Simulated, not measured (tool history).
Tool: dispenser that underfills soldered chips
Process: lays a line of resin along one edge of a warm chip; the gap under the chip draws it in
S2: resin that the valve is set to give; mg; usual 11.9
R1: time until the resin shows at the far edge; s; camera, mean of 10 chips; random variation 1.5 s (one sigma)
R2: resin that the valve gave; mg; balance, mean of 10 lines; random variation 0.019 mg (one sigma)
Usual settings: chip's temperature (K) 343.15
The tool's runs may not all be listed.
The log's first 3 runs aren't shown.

{"day": 1.567, "done": "new syringe of resin"}
{"run": 4, "day": 1.825, "chip's temperature (K)": 339.15, "S2": 11.9, "R1": 227.6, "R2": 11.78}
{"day": 2.004, "done": "new syringe of resin"}
{"run": 5, "day": 2.308, "chip's temperature (K)": 339.15, "S2": 11.9, "R1": 230.1, "R2": 11.72}
{"day": 2.421, "done": "new syringe of resin"}
{"run": 6, "day": 2.721, "chip's temperature (K)": 339.15, "S2": 11.9, "R1": 232.5, "R2": 11.7}
{"day": 2.838, "done": "new syringe of resin"}
{"day": 3.158, "done": "dispensing valve cleaned and set on the balance"}
{"day": 3.3, "done": "new syringe of resin"}
{"run": 7, "day": 3.4, "chip's temperature (K)": 339.15, "S2": 11.9, "R1": 182.9, "R2": 11.84}
{"day": 3.712, "done": "new syringe of resin"}
{"run": 8, "day": 4.1, "chip's temperature (K)": 339.15, "S2": 11.9, "R1": 247.6, "R2": 11.82}
{"day": 4.183, "done": "new syringe of resin"}
{"run": 9, "day": 4.538, "chip's temperature (K)": 339.15, "S2": 11.9, "R1": 241.2, "R2": 11.78}
{"day": 4.621, "done": "new syringe of resin"}
{"run": 10, "day": 4.908, "chip's temperature (K)": 339.15, "S2": 12.4, "R1": 225.9, "R2": 12.22}
{"day": 5.046, "done": "new syringe of resin"}
{"day": 5.479, "done": "new syringe of resin"}
{"run": 11, "day": 5.633, "chip's temperature (K)": 339.15, "S2": 12.4, "R1": 193.8, "R2": 12.21}
{"day": 5.9, "done": "new syringe of resin"}
{"day": 6.158, "done": "dispensing valve cleaned and set on the balance"}
{"day": 6.354, "done": "new syringe of resin"}
{"run": 12, "day": 6.408, "chip's temperature (K)": 339.15, "S2": 12.4, "R1": 178, "R2": 12.42}
{"day": 6.758, "done": "new syringe of resin"}
{"run": 13, "day": 6.925, "chip's temperature (K)": 343.15, "S2": 11.9, "R1": 157.4, "R2": 11.87}
{"day": 7.183, "done": "new syringe of resin"}
{"run": 14, "day": 7.25, "chip's temperature (K)": 343.15, "S2": 11.1, "R1": 147.5, "R2": 11.05}
{"day": 7.6, "done": "new syringe of resin"}
{"run": 15, "day": 7.921, "chip's temperature (K)": 343.15, "S2": 11.1, "R1": 193.9, "R2": 11}
{"day": 8.029, "done": "new syringe of resin"}
{"run": 16, "day": 8.412, "chip's temperature (K)": 343.15, "S2": 11.1, "R1": 199.1, "R2": 10.95}
{"day": 8.488, "done": "new syringe of resin"}
{"day": 8.896, "done": "new syringe of resin"}
{"run": 17, "day": 8.908, "chip's temperature (K)": 340.15, "S2": 11.1, "R1": 158.7, "R2": 10.93}
{"day": 9.154, "done": "dispensing valve cleaned and set on the balance"}
{"day": 9.358, "done": "new syringe of resin"}
{"run": 18, "day": 9.579, "chip's temperature (K)": 340.15, "S2": 11.1, "R1": 200.1, "R2": 11.09}
{"day": 9.792, "done": "new syringe of resin"}
{"run": 19, "day": 9.971, "chip's temperature (K)": 343.15, "S2": 11.4, "R1": 162.7, "R2": 11.38}
{"day": 10.208, "done": "new syringe of resin"}
{"day": 10.658, "done": "new syringe of resin"}
{"run": 20, "day": 10.704, "chip's temperature (K)": 339.15, "S2": 13.6, "R1": 167.5, "R2": 13.48}
{"run": 21, "day": 11.029, "chip's temperature (K)": 332.15, "S2": 12.1, "R1": 350.3, "R2": 11.98}
{"day": 11.083, "done": "new syringe of resin"}
{"day": 11.517, "done": "new syringe of resin"}
{"run": 22, "day": 11.754, "chip's temperature (K)": 332.15, "S2": 12.1, "R1": 305.4, "R2": 11.93}
{"day": 11.958, "done": "new syringe of resin"}
{"day": 12.154, "done": "dispensing valve cleaned and set on the balance"}
{"run": 23, "day": 12.238, "chip's temperature (K)": 349.15, "S2": 15.3, "R1": 122, "R2": 15.33}
{"day": 12.442, "done": "new syringe of resin"}
{"day": 12.892, "done": "new syringe of resin"}
{"run": 24, "day": 12.971, "chip's temperature (K)": 335.15, "S2": 12.9, "R1": 213.3, "R2": 12.86}
{"day": 13.317, "done": "new syringe of resin"}
{"run": 25, "day": 13.317, "chip's temperature (K)": 330.15, "S2": 12.3, "R1": 263.8, "R2": 12.2}
{"day": 13.775, "done": "new syringe of resin"}
{"run": 26, "day": 13.971, "chip's temperature (K)": 330.15, "S2": 11.3, "R1": 325.8, "R2": 11.18}
{"day": 14.212, "done": "new syringe of resin"}
{"day": 14.633, "done": "new syringe of resin"}
{"run": 27, "day": 14.662, "chip's temperature (K)": 333.15, "S2": 11.9, "R1": 222.3, "R2": 11.73}
{"run": 28, "day": 15.012, "chip's temperature (K)": 333.15, "S2": 11.9, "R1": 319.7, "R2": 11.73}

The next listed run, before its measurement:
{"day": 15.058, "done": "new syringe of resin"}
{"day": 15.158, "done": "dispensing valve cleaned and set on the balance"}
{"day": 15.554, "done": "new syringe of resin"}
{"run": 29, "day": 15.562, "chip's temperature (K)": 338.15, "S2": 13.3, "R1": "?", "R2": "?"}

Run 29 gave R1 163.3 s, R2 13.3 mg.
Without the tool's hidden state the same run would have given R1 184.4 s, R2 13.31 mg.

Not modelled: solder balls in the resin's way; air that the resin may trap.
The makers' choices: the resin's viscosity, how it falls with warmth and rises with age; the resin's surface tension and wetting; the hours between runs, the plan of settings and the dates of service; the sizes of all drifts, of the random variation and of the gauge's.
